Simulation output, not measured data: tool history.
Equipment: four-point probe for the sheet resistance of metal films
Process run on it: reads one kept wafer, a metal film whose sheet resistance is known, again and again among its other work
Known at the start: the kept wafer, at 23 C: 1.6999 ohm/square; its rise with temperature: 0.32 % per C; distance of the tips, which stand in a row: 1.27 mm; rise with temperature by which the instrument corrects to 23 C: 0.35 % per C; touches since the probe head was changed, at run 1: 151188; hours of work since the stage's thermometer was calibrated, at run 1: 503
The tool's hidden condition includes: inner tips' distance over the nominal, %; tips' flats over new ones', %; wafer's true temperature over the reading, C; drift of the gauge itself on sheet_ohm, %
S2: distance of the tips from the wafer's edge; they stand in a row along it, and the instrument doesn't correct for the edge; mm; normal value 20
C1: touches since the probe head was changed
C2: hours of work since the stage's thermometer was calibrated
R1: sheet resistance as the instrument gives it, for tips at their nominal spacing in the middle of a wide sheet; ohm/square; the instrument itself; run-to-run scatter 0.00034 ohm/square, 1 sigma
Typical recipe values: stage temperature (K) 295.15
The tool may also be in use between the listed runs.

{"run": 1, "hour": 0.0, "stage temperature (K)": 295.15, "S2": 20, "C1": 151188, "C2": 503, "R1": 1.719197}
{"run": 2, "hour": 106.4, "stage temperature (K)": 295.15, "S2": 20, "C1": 154543, "C2": 582, "R1": 1.720027}
{"run": 3, "hour": 161.8, "stage temperature (K)": 295.15, "S2": 20, "C1": 156292, "C2": 623, "R1": 1.72046}
{"run": 4, "hour": 259.1, "stage temperature (K)": 295.15, "S2": 20, "C1": 159361, "C2": 696, "R1": 1.720171}
{"run": 5, "hour": 321.0, "stage temperature (K)": 295.15, "S2": 66, "C1": 161312, "C2": 742, "R1": 1.716909}
{"run": 6, "hour": 432.0, "stage temperature (K)": 295.15, "S2": 20, "C1": 164816, "C2": 824, "R1": 1.720632}
{"run": 7, "hour": 518.6, "stage temperature (K)": 295.15, "S2": 20, "C1": 167546, "C2": 888, "R1": 1.721148}
{"run": 8, "hour": 594.0, "stage temperature (K)": 295.15, "S2": 20, "C1": 169923, "C2": 944, "R1": 1.720895}
{"run": 9, "hour": 707.6, "stage temperature (K)": 297.15, "S2": 20, "C1": 173506, "C2": 1029, "R1": 1.720391}
{"run": 10, "hour": 820.3, "stage temperature (K)": 297.15, "S2": 20, "C1": 177063, "C2": 1112, "R1": 1.720519}
{"run": 11, "hour": 921.2, "stage temperature (K)": 297.15, "S2": 20, "C1": 180244, "C2": 1187, "R1": 1.720755}
{"run": 12, "hour": 995.7, "stage temperature (K)": 306.15, "S2": 13, "C1": 182595, "C2": 1242, "R1": 1.721872}
{"run": 13, "hour": 1067.9, "stage temperature (K)": 306.15, "S2": 13, "C1": 184872, "C2": 1296, "R1": 1.722758}
{"run": 14, "hour": 1186.8, "stage temperature (K)": 306.15, "S2": 13, "C1": 188622, "C2": 1384, "R1": 1.722771}
{"run": 15, "hour": 1291.7, "stage temperature (K)": 304.15, "S2": 3, "C1": 191933, "C2": 1462, "R1": 1.864916}
{"hour": 1367.8, "done": "new probe head fitted"}
{"run": 16, "hour": 1367.8, "stage temperature (K)": 304.15, "S2": 17, "C1": 0, "C2": 1518, "R1": 1.697766}
{"run": 17, "hour": 1471.0, "stage temperature (K)": 304.15, "S2": 17, "C1": 3255, "C2": 1595, "R1": 1.698006}
{"run": 18, "hour": 1532.8, "stage temperature (K)": 294.15, "S2": 63, "C1": 5204, "C2": 1640, "R1": 1.698257}

Branching from run 18: 4 alternative next runs. What would each branch give?
{"run": "A", "hour": 1633.6, "stage temperature (K)": 292.15, "S2": 36, "C1": 8384, "C2": 1715, "R1": "?"}
{"run": "B", "hour": 1633.6, "stage temperature (K)": 304.15, "S2": 17, "C1": 8384, "C2": 1715, "R1": "?"}
{"run": "C", "hour": 1633.6, "stage temperature (K)": 295.15, "S2": 4, "C1": 8384, "C2": 1715, "R1": "?"}
{"run": "D", "hour": 1633.6, "stage temperature (K)": 294.15, "S2": 8, "C1": 8384, "C2": 1715, "R1": "?"}

run=A R1=1.699610
run=B R1=1.697331
run=C R1=1.784224
run=D R1=1.720774
Without the tool's unlogged condition, the same runs would have read:
run=A R1=1.702953
run=B R1=1.700607
run=C R1=1.787708
run=D R1=1.724146
